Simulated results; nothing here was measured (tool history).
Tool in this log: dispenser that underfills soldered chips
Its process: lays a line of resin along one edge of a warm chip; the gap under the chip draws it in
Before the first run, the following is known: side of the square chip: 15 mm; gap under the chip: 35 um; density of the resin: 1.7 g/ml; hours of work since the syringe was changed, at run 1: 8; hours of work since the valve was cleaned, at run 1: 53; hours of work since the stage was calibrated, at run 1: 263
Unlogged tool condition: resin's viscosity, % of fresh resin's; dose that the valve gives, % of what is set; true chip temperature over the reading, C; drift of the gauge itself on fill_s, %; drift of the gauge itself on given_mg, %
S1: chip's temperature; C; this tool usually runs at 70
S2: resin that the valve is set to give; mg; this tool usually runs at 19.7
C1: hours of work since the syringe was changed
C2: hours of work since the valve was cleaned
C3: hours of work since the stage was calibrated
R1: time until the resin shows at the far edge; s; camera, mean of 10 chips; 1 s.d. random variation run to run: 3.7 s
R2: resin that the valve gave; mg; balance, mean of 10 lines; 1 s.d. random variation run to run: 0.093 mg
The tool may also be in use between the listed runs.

run     day  S1    S2  C1  C2   C3      R1     R2
  1       0  70  19.7   8  53  263   658.5  18.92
      0.221  -- new syringe of resin
  2   0.362  70  21.2   2  59  269   450.1  20.09
  3   0.704  70  21.2   9  66  275     698  20.09
      0.879  -- dispensing valve cleaned and set on the balance
      0.929  -- new syringe of resin
  4   1.329  70  21.2   7   8  285   620.4  20.93
        1.6  -- new syringe of resin
  5   1.779  61  19.7   3  16  293   727.3  19.39
  6   2.021  72  19.7   8  20  298   598.5  19.35
      2.262  -- new syringe of resin
  7   2.308  72  19.7   1  25  302   384.6  19.17
  8   2.712  72  19.7   8  32  310   627.3  19.16
      2.938  -- new syringe of resin
  9   3.158  72  19.7   4  40  317   477.1  19.09
      3.629  -- new syringe of resin
 10   3.688  72  19.7   1  49  327   387.7  18.97
 11    4.05  72  19.7   8  56  333   612.2  18.83
      4.283  -- new syringe of resin
 12   4.571  72  17.2   5  65  342     546   16.4
      4.812  -- dispensing valve cleaned and set on the balance
      4.983  -- new syringe of resin
 13   5.025  70  19.7   1   4  349   410.2  19.75
 14   5.304  70  19.7   6   9  354   580.7  19.46
      5.662  -- new syringe of resin
 15   5.871  70  25.5   4  18  364   501.1  25.36
 16   6.146  70  25.5   9  23  369   703.8  25.02
      6.333  -- new syringe of resin
 17   6.483  59  19.7   3  29  375   789.8   19.2
      6.983  -- new syringe of resin
 18   6.983  59  19.7   0  38  384   649.3  19.03
 19   7.262  59  19.7   5  43  389   907.7  19.06
      7.654  -- new syringe of resin
 20   7.838  56  16.8   3  53  399   975.9   16.1
      8.354  -- new syringe of resin
 21     8.4  79  20.3   1  63  409   295.4   19.3
       8.75  -- dispensing valve cleaned and set on the balance
 22   8.904  79  20.3   9   3  417   502.3  20.23
       9.05  -- new syringe of resin
 23   9.221  80  19.5   3   8  422     336  19.34
      9.717  -- new syringe of resin
 24   9.717  67  18.2   0  17  431   467.1  17.97
 25  10.254  63  18.7  10  26  441  1060.9  18.39
     10.371  -- new syringe of resin
 26  10.758  74  22.6   7  35  449   528.8  21.96
     11.058  -- new syringe of resin
 27  11.154  57  16.8   2  42  456   851.6  16.19
 28  11.617  79  20.9  10  50  464     530  20.29
     11.738  -- new syringe of resin
 29  11.862  73  22.1   2  54  469   416.6  21.28
 30  12.317  80  19.7  10  63  477   550.4  18.78
     12.408  -- new syringe of resin
     12.683  -- dispensing valve cleaned and set on the balance
 31    12.9  80  19.7   8   4  486   463.2  19.44
     13.121  -- new syringe of resin
 32  13.388  63  19.2   5  12  495   778.3  18.93

What will run 33 give?
     13.783  -- new syringe of resin
 33  13.888  70  21.5   2  21  503   ?   ?

R1: 439.6 s
R2: 20.91 mg
With no hidden state in the tool, this same run would have given R1 360.2 s, R2 21.3 mg.

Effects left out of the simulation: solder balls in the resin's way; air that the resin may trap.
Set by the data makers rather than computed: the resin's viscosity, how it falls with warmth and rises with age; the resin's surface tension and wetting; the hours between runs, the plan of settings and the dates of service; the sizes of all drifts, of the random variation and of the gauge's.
